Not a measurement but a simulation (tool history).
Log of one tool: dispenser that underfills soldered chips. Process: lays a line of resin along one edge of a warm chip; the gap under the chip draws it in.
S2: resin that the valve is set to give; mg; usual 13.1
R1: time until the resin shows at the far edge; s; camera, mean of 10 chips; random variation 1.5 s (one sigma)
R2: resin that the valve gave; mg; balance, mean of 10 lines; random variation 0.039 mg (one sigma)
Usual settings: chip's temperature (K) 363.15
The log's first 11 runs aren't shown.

At hour 123.6: new syringe of resin.
At hour 124.6: dispensing valve cleaned and set on the balance.
Run 12, hour 127.7: usual settings. Result: R1 176.4 s, R2 13.06 mg.
At hour 138.2: new syringe of resin.
Run 13, hour 141.1: usual settings. Result: R1 171.1 s, R2 13.15 mg.
At hour 152.2: new syringe of resin.
Run 14, hour 154.5: usual settings. Result: R1 170.4 s, R2 13.08 mg.
At hour 165.8: new syringe of resin.
Run 15, hour 168.0: usual settings but chip's temperature (K) 369.15. Result: R1 139.2 s, R2 13.02 mg.
Run 16, hour 176.7: usual settings but chip's temperature (K) 369.15. Result: R1 188.1 s, R2 12.91 mg.
At hour 179.5: new syringe of resin.
Run 17, hour 184.8: usual settings but S2 12.7 mg. Result: R1 188.6 s, R2 12.51 mg.
At hour 193.4: new syringe of resin.
Run 18, hour 197.1: usual settings but S2 13.4 mg. Result: R1 181.1 s, R2 13.15 mg.
Run 19, hour 203.8: usual settings but S2 13.4 mg. Result: R1 230.9 s, R2 13.15 mg.
At hour 207.1: new syringe of resin.
Run 20, hour 218.2: usual settings but chip's temperature (K) 370.15, S2 12.3 mg. Result: R1 181.7 s, R2 12.03 mg.
At hour 221.8: new syringe of resin.
Run 21, hour 232.3: usual settings but chip's temperature (K) 370.15, S2 12.3 mg. Result: R1 178.0 s, R2 11.99 mg.
At hour 236.3: new syringe of resin.
Run 22, hour 246.6: usual settings but chip's temperature (K) 354.15, S2 12.5 mg. Result: R1 322.4 s, R2 12.01 mg.

The next listed run, before its measurement:
At hour 249.9: new syringe of resin.
Run 23, hour 257.4: usual settings but chip's temperature (K) 354.15, S2 12.5 mg. Result: R1 ?, R2 ?.

Run 23 gave R1 297.1 s, R2 12.04 mg.
Without the tool's hidden state the same run would have given R1 213.0 s, R2 12.52 mg.
